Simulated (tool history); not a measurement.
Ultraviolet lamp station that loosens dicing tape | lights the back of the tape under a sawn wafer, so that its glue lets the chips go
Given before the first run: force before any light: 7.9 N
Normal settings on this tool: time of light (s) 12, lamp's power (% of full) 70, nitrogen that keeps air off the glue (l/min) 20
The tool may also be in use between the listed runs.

| run | day | time of light (s) | lamp's power (% of full) | nitrogen that keeps air off the glue (l/min) | force that peels the tape off (N) | light that reached the tape (mJ/cm²) |
|---|---|---|---|---|---|---|
| 1 | 0 | 12 | 70 | 20 | 0.997 | 180 |
| 2 | 2.688 | 12 | 70 | 9 | 1.73 | 177 |
| 3 | 5.867 | 12 | 70 | 9 | 1.734 | 174 |
|  | 8.321 | window cleaned of glue's vapour |
| 4 | 8.321 | 12 | 70 | 20 | 1.089 | 170 |
| 5 | 11.288 | 12 | 70 | 20 | 1.168 | 165 |
| 6 | 13.588 | 12 | 70 | 20 | 1.16 | 165 |
| 7 | 16.204 | 12 | 83 | 20 | 0.865 | 193 |
| 8 | 18.025 | 12 | 76 | 20 | 1.08 | 173 |
| 9 | 20.529 | 12 | 76 | 20 | 1.116 | 170 |
| 10 | 23.342 | 12 | 70 | 20 | 1.293 | 159 |
| 11 | 26.617 | 12 | 70 | 20 | 1.313 | 152 |
| 12 | 28.317 | 12 | 87 | 20 | 0.894 | 193 |
|  | 29.321 | window cleaned of glue's vapour, once more |
| 13 | 31.4 | 12 | 70 | 20 | 1.175 | 171 |
| 14 | 33.121 | 12 | 70 | 20 | 1.208 | 167 |
| 15 | 34.867 | 12 | 86 | 20 | 0.802 | 201 |
| 16 | 37.883 | 12 | 86 | 20 | 0.877 | 198 |
| 17 | 40.088 | 12 | 97 | 20 | 0.66 | 218 |
| 18 | 41.558 | 12 | 70 | 20 | 1.262 | 158 |
| 19 | 44.308 | 12 | 70 | 20 | 1.275 | 158 |
| 20 | 46.925 | 12 | 70 | 20 | 1.326 | 156 |
| 21 | 48.346 | 12 | 70 | 20 | 1.293 | 156 |
| 22 | 51.475 | 12 | 70 | 20 | 1.418 | 150 |
|  | 53.6 | window cleaned of glue's vapour |
| 23 | 54.292 | 9 | 97 | 7 | 2.151 | 161 |
| 24 | 55.883 | 12 | 96 | 9 | 1.281 | 214 |
| 25 | 58.871 | 9 | 91 | 28 | 1.176 | 151 |
| 26 | 60.454 | 14 | 91 | 28 | 0.522 | 228 |
|  | 60.75 | lamp changed |
| 27 | 62.433 | 12 | 71 | 20 | 0.846 | 198 |
| 28 | 65.496 | 7 | 65 | 15 | 2.528 | 103 |
| 29 | 66.975 | 7 | 84 | 19 | 1.662 | 134 |
| 30 | 69.912 | 24 | 87 | 22 | 0.232 | 470 |
| 31 | 72.671 | 24 | 85 | 22 | 0.239 | 453 |
| 32 | 75.838 | 12 | 83 | 20 | 0.719 | 218 |
|  | 78.021 | window cleaned of glue's vapour |
| 33 | 78.929 | 12 | 83 | 20 | 0.684 | 221 |
| 34 | 80.846 | 12 | 83 | 20 | 0.697 | 221 |
| 35 | 83.192 | 24 | 86 | 11 | 0.289 | 452 |
| 36 | 86.092 | 7 | 99 | 8 | 2.184 | 149 |
| 37 | 87.817 | 19 | 75 | 36 | 0.28 | 306 |
| 38 | 90.108 | 19 | 75 | 36 | 0.301 | 306 |
| 39 | 93.446 | 19 | 62 | 18 | 0.594 | 247 |
| 40 | 96.017 | 13 | 70 | 9 | 1.49 | 191 |
| 41 | 98.604 | 10 | 70 | 12 | 1.929 | 142 |
| 42 | 101.008 | 10 | 70 | 12 | 1.975 | 145 |
|  | 102.312 | window cleaned of glue's vapour |
| 43 | 104.221 | 21 | 62 | 27 | 0.393 | 270 |

Consider 4 possible next runs. They are alternatives, not a sequence: every one starts from the tool as it was left by run 43. What does each give?
| A | 106.2 | 23 | 83 | 39 | ? | ? |
| B | 106.2 | 21 | 62 | 39 | ? | ? |
| C | 106.2 | 9 | 89 | 26 | ? | ? |
| D | 106.2 | 7 | 88 | 7 | ? | ? |

| run | force that peels the tape off (N) | light that reached the tape (mJ/cm²) |
|---|---|---|
| A | 0.251 | 394 |
| B | 0.342 | 266 |
| C | 0.992 | 160 |
| D | 2.901 | 123 |
Stripped of hidden state, with their random variation kept, the same runs would have yielded:
| run | force that peels the tape off (N) | light that reached the tape (mJ/cm²) |
|---|---|---|
| A | 0.239 | 458 |
| B | 0.281 | 310 |
| C | 0.75 | 187 |
| D | 2.463 | 143 |

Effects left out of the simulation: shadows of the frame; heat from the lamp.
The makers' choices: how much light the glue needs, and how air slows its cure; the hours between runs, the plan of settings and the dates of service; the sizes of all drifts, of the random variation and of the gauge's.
